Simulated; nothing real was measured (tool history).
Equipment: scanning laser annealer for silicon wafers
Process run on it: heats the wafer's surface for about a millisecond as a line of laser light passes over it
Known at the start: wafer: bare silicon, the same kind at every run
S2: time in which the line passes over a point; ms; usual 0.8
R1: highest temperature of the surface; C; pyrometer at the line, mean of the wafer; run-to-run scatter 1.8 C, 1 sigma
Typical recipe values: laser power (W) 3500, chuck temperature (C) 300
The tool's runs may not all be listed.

Run 1, day 0: usual settings. Result: R1 969 C.
Run 2, day 0.638: usual settings. Result: R1 968 C.
Run 3, day 1.579: usual settings. Result: R1 968 C.
Run 4, day 2.317: usual settings. Result: R1 966 C.
Run 5, day 3.233: usual settings. Result: R1 965 C.
At day 3.458: laser's power meter calibrated.
Run 6, day 4.408: usual settings but laser power (W) 3472. Result: R1 960 C.
Run 7, day 5.692: usual settings but laser power (W) 3472. Result: R1 955 C.
Run 8, day 6.542: usual settings. Result: R1 961 C.
Run 9, day 7.25: usual settings. Result: R1 959 C.
Run 10, day 7.783: usual settings but laser power (W) 3124, chuck temperature (C) 272. Result: R1 856 C.
Run 11, day 8.708: usual settings but laser power (W) 3124, S2 0.625 ms, chuck temperature (C) 272. Result: R1 783 C.
Run 12, day 9.621: usual settings but S2 0.594 ms, chuck temperature (C) 269. Result: R1 835 C.

Run 13 has not been measured yet. What should we expect?
Run 13, day 10.171: usual settings but S2 0.594 ms, chuck temperature (C) 269. Result: R1 ?.

Run 13 produced R1 831 C.
If the tool had no hidden condition, the same run with the same run-to-run variation would have returned R1 874 C.
